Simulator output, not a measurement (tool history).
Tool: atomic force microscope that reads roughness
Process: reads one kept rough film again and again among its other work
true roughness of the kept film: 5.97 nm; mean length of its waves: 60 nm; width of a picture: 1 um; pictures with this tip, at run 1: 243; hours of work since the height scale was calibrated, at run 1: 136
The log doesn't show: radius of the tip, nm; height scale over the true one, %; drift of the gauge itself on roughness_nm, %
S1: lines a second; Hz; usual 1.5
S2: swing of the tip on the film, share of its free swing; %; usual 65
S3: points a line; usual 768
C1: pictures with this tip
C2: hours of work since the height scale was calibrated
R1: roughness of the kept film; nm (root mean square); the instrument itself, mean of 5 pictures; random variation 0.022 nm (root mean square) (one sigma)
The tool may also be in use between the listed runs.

run	day	S1	S2	S3	C1	C2	R1
1	0	1.5	65	768	243	136	5.072
2	0.854	1.5	65	768	282	151	4.993
3	1.329	1.5	65	768	304	160	5.008
4	2.154	1.5	65	768	341	174	4.98
# day 2.221: new tip fitted
5	3.125	1.5	65	768	42	191	5.28
6	3.562	1.5	65	439	62	199	5.232
7	4.375	1.5	65	439	99	214	5.212
8	5.062	1.5	65	439	130	226	5.154
9	5.612	1.5	65	439	155	236	5.143
10	6.225	1.5	65	439	183	247	5.113
11	6.717	1.5	65	377	205	256	5.092
12	7.662	1.5	65	768	249	273	5.081
13	8.329	1.5	65	768	279	285	5.011
14	8.992	1.5	65	768	309	297	5
15	9.492	1.5	58	768	332	306	5.089
# day 9.725: new tip fitted
16	9.988	1.5	65	768	12	314	5.309
17	10.604	1.5	65	768	40	325	5.252
18	11.338	1.5	71	768	73	338	5.177
19	12.233	1.5	63	276	114	354	5.225
20	13.208	1.5	63	276	159	372	5.107
21	13.912	3.66	81	465	191	384	4.243
22	14.475	3.66	81	465	216	394	4.214
23	15.312	0.75	85	567	255	410	4.939
24	16.162	3.79	85	567	293	425	3.956
25	16.679	3.79	85	567	317	434	3.928
# day 17.262: new tip fitted
26	17.683	1.73	58	307	19	452	5.331

Run 27 comes next. What will it give?
27	18.658	1.45	57	281	63	469	?

R1: 5.284 nm (root mean square)
Without the tool's hidden state the same run would have given R1 5.439 nm (root mean square).
